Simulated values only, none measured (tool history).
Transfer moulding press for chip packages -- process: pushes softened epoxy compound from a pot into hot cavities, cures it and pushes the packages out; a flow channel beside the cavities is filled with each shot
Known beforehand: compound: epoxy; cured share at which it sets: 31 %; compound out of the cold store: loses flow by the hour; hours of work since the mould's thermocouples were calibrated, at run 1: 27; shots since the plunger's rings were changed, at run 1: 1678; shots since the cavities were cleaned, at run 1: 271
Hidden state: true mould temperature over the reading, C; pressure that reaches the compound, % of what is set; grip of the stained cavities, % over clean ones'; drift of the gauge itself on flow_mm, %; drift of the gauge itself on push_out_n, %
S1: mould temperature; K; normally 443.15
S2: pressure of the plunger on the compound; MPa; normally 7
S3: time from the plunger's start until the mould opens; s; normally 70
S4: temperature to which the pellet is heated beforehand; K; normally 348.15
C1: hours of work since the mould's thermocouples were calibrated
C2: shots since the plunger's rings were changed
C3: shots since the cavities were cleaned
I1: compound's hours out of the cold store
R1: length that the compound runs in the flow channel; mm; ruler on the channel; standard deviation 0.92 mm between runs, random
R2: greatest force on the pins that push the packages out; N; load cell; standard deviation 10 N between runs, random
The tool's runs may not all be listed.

run	hour	S1	S2	S3	S4	C1	C2	C3	I1	R1	R2
1	0	443.15	7	70	348.15	27	1678	271	26.2	527.5	665
2	8.2	443.15	7	70	348.15	32	1786	379	26.7	526	706
3	20.4	443.15	7	70	348.15	39	1946	539	11.4	549.8	770
4	29.3	443.15	7	70	348.15	44	2063	656	13.1	546.1	825
5	38.2	443.15	7	70	348.15	49	2179	772	32.6	517.1	834
6	45.9	444.15	7	70	348.15	54	2281	874	44.8	497.4	813
7	51.8	443.15	7	70	343.15	58	2358	951	24.3	528.7	903
# hour 53.8: cavities cleaned with cleaning compound and waxed
8	64	443.15	7	70	347.15	64	2499	134	32.2	515	574
9	69.5	443.15	7	70	347.15	67	2570	205	36	509	616
10	78	443.15	7	70	347.15	72	2683	318	47.2	492.4	683
11	90	443.15	7	70	347.15	79	2840	475	22.8	527.7	758
# hour 93.1: plunger's sealing rings changed
12	101.6	443.15	6.98	70	347.15	85	112	595	43.5	510.9	800
13	110.4	443.15	7	70	345.15	90	227	710	37.2	521.2	843
14	117	443.15	7	70	353.15	94	314	797	11.4	559.1	856
15	124	443.15	8.2	70	353.15	98	405	888	9.5	606.7	880
# hour 130.9: cavities cleaned with cleaning compound and waxed
16	137.6	443.15	7	70	349.15	105	565	89	15.9	549.7	562
17	148.6	443.15	7	101	348.15	111	709	233	18.6	544.5	510

Run 18 comes next. What will it give?
18	155.4	443.15	7	101	348.15	115	798	322	21.3	?	?

{"run 18": {"R1": 538.7, "R2": 528}}
Had the tool carried no hidden state, the very same run would have given R1 543.9 mm, R2 366 N.
